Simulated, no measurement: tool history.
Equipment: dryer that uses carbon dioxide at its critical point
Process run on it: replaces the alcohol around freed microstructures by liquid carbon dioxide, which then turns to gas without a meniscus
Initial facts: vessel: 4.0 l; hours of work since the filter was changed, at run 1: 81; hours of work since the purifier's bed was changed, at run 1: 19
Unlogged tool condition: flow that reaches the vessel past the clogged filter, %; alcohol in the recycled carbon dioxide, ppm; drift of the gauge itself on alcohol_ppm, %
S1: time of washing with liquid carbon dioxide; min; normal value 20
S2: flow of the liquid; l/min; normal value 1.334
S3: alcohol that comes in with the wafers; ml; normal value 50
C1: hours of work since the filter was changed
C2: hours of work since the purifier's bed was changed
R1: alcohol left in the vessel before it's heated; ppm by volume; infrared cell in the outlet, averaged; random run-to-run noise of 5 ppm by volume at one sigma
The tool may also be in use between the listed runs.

run 1 day=0 | S1=20 S2=1.334 S3=50 | C1=81 C2=19 | R1=48
run 2 day=0.812 | S1=20 S2=1.334 S3=50 | C1=96 C2=35 | R1=43
run 3 day=1.762 | S1=20 S2=1.8 S3=50 | C1=114 C2=53 | R1=20
run 4 day=2.675 | S1=20 S2=2.26 S3=50 | C1=132 C2=70 | R1=19
run 5 day=3.612 | S1=20 S2=2.26 S3=50 | C1=150 C2=88 | R1=16
run 6 day=4.533 | S1=20 S2=2.26 S3=50 | C1=167 C2=106 | R1=27
run 7 day=5.146 | S1=20 S2=2.26 S3=33 | C1=179 C2=117 | R1=25
run 8 day=6.246 | S1=20 S2=2.26 S3=33 | C1=200 C2=138 | R1=31
run 9 day=7.425 | S1=20 S2=1.334 S3=50 | C1=222 C2=161 | R1=69
run 10 day=8.604 | S1=20 S2=1.334 S3=50 | C1=245 C2=183 | R1=77
run 11 day=9.108 | S1=20 S2=1.334 S3=50 | C1=254 C2=193 | R1=72
run 12 day=10.042 | S1=20 S2=1.334 S3=50 | C1=272 C2=211 | R1=80
run 13 day=11.067 | S1=20 S2=1.334 S3=50 | C1=292 C2=230 | R1=83
run 14 day=11.946 | S1=14 S2=1.334 S3=50 | C1=308 C2=247 | R1=282
run 15 day=12.704 | S1=14 S2=1.334 S3=50 | C1=323 C2=262 | R1=280
run 16 day=13.479 | S1=14 S2=1.334 S3=34 | C1=338 C2=276 | R1=214
run 17 day=14.117 | S1=14 S2=1.334 S3=34 | C1=350 C2=288 | R1=213
run 18 day=14.8 | S1=14 S2=1.334 S3=34 | C1=363 C2=301 | R1=227
run 19 day=15.667 | S1=14 S2=1.334 S3=34 | C1=379 C2=318 | R1=228
run 20 day=16.329 | S1=14 S2=1.334 S3=34 | C1=392 C2=331 | R1=227
run 21 day=17.317 | S1=14 S2=1.334 S3=102 | C1=411 C2=349 | R1=570
run 22 day=17.829 | S1=23 S2=1.32 S3=102 | C1=421 C2=359 | R1=118
run 23 day=18.708 | S1=23 S2=1.32 S3=102 | C1=437 C2=376 | R1=126
run 24 day=19.35 | S1=23 S2=1.32 S3=102 | C1=450 C2=388 | R1=115
run 25 day=20.229 | S1=20 S2=1.334 S3=96 | C1=466 C2=405 | R1=183
-- day=20.454 inlet filter changed
run 26 day=21.421 | S1=20 S2=1.334 S3=96 | C1=18 C2=427 | R1=142
run 27 day=21.925 | S1=20 S2=1.334 S3=96 | C1=28 C2=436 | R1=143
run 28 day=23.025 | S1=20 S2=1.334 S3=96 | C1=49 C2=457 | R1=142
run 29 day=23.821 | S1=20 S2=1.14 S3=50 | C1=64 C2=473 | R1=166
run 30 day=24.725 | S1=22 S2=1.48 S3=97 | C1=81 C2=490 | R1=114
run 31 day=25.771 | S1=22 S2=1.48 S3=32 | C1=101 C2=510 | R1=101
run 32 day=26.479 | S1=22 S2=1.48 S3=32 | C1=115 C2=523 | R1=111
run 33 day=27.162 | S1=23 S2=1.334 S3=119 | C1=128 C2=536 | R1=134
run 34 day=27.667 | S1=31 S2=1.38 S3=65 | C1=138 C2=546 | R1=112
run 35 day=28.733 | S1=31 S2=1.38 S3=65 | C1=158 C2=566 | R1=110
run 36 day=29.617 | S1=31 S2=1.38 S3=65 | C1=175 C2=583 | R1=110
run 37 day=30.158 | S1=31 S2=1.38 S3=65 | C1=185 C2=593 | R1=122
run 38 day=31.092 | S1=31 S2=1.38 S3=65 | C1=203 C2=611 | R1=120
run 39 day=31.812 | S1=31 S2=1.38 S3=65 | C1=217 C2=625 | R1=134

Hidden state or all else? Some run-to-run changes of R1, split into what the settings, what came in and random variation would give without the hidden state, and what is left for the hidden state (with any gauge scatter that isn't in both results):
Run 13 -> 14: S1 20 -> 14. R1 +199 ppm by volume: hidden state +43, all else +156.
Run 20 -> 21: S3 34 -> 102. R1 +343 ppm by volume: hidden state +102, all else +241.
Run 21 -> 22: S1 14 -> 23, S2 1.334 -> 1.32. R1 -452 ppm by volume: hidden state -123, all else -329.
